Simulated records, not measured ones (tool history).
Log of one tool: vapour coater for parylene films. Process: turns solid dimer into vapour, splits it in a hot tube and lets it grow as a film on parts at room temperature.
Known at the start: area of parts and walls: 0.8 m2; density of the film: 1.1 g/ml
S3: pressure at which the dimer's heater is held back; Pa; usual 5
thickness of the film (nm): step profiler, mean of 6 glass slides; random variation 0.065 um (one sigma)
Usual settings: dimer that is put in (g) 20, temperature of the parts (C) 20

Run 1, hour 0: usual settings. Result: thickness of the film (nm) 11030.
Run 2, hour 32: usual settings. Result: thickness of the film (nm) 11090.
Run 3, hour 68.8: usual settings but temperature of the parts (C) 16. Result: thickness of the film (nm) 13050.
Run 4, hour 125: usual settings but temperature of the parts (C) 16. Result: thickness of the film (nm) 12890.
Run 5, hour 181.6: usual settings but temperature of the parts (C) 16. Result: thickness of the film (nm) 12850.
Run 6, hour 223.5: usual settings but temperature of the parts (C) 16. Result: thickness of the film (nm) 12740.
Run 7, hour 270.5: usual settings but S3 3.06 Pa. Result: thickness of the film (nm) 11770.
Run 8, hour 317.7: usual settings but S3 3.06 Pa. Result: thickness of the film (nm) 11690.
Run 9, hour 368: usual settings but S3 3.06 Pa. Result: thickness of the film (nm) 11570.
Run 10, hour 429.5: usual settings but dimer that is put in (g) 21. Result: thickness of the film (nm) 11210.
Run 11, hour 467.4: usual settings but dimer that is put in (g) 17. Result: thickness of the film (nm) 9090.
Run 12, hour 522.5: usual settings. Result: thickness of the film (nm) 10690.
Run 13, hour 581.5: usual settings. Result: thickness of the film (nm) 10510.
Run 14, hour 611.4: usual settings. Result: thickness of the film (nm) 10340.
Run 15, hour 646.2: usual settings but dimer that is put in (g) 21. Result: thickness of the film (nm) 10920.
Run 16, hour 684.3: usual settings but dimer that is put in (g) 12, temperature of the parts (C) 26, S3 9.69 Pa. Result: thickness of the film (nm) 4450.
Run 17, hour 713: usual settings but dimer that is put in (g) 12, temperature of the parts (C) 26, S3 9.69 Pa. Result: thickness of the film (nm) 4440.
Run 18, hour 751.5: usual settings but dimer that is put in (g) 31, temperature of the parts (C) 26, S3 3.01 Pa. Result: thickness of the film (nm) 13580.
At hour 771.8: trap's valve overhauled.
Run 19, hour 798: usual settings but temperature of the parts (C) 19. Result: thickness of the film (nm) 11510.
Run 20, hour 825.2: usual settings but dimer that is put in (g) 15, S3 2.66 Pa. Result: thickness of the film (nm) 9120.
Run 21, hour 861.3: usual settings but dimer that is put in (g) 15, S3 2.66 Pa. Result: thickness of the film (nm) 9110.
Run 22, hour 920.8: usual settings but dimer that is put in (g) 30, temperature of the parts (C) 14, S3 3.44 Pa. Result: thickness of the film (nm) 22280.
Run 23, hour 968.6: usual settings but temperature of the parts (C) 29, S3 2.36 Pa. Result: thickness of the film (nm) 8590.
Run 24, hour 1000.5: usual settings but dimer that is put in (g) 11. Result: thickness of the film (nm) 5950.
Run 25, hour 1036.9: usual settings but dimer that is put in (g) 11, temperature of the parts (C) 17, S3 5.98 Pa. Result: thickness of the film (nm) 6560.
Run 26, hour 1084.4: usual settings but dimer that is put in (g) 11, temperature of the parts (C) 17, S3 5.98 Pa. Result: thickness of the film (nm) 6460.
Run 27, hour 1111.5: usual settings but dimer that is put in (g) 16, temperature of the parts (C) 12, S3 9.19 Pa. Result: thickness of the film (nm) 10690.
Run 28, hour 1142.5: usual settings but dimer that is put in (g) 9, temperature of the parts (C) 12, S3 3.14 Pa. Result: thickness of the film (nm) 7160.
Run 29, hour 1200.1: usual settings but dimer that is put in (g) 33, temperature of the parts (C) 28, S3 5.62 Pa. Result: thickness of the film (nm) 12620.

4 ways to go on from here, each from the tool as it stands after run 29. What would each give?
Run A, hour 1245.9: usual settings but dimer that is put in (g) 10, S3 11.89 Pa. Result: thickness of the film (nm) ?.
Run B, hour 1245.9: usual settings but dimer that is put in (g) 33, temperature of the parts (C) 28, S3 3.52 Pa. Result: thickness of the film (nm) ?.
Run C, hour 1245.9: usual settings but dimer that is put in (g) 33, S3 5.62 Pa. Result: thickness of the film (nm) ?.
Run D, hour 1245.9: usual settings but dimer that is put in (g) 33, temperature of the parts (C) 21, S3 5.62 Pa. Result: thickness of the film (nm) ?.

run  thickness of the film (nm)
  A                        4580
  B                       13350
  C                       17210
  D                       16300
Without the tool's hidden state the same runs would have given:
run  thickness of the film (nm)
  A                        4880
  B                       14220
  C                       18330
  D                       17360
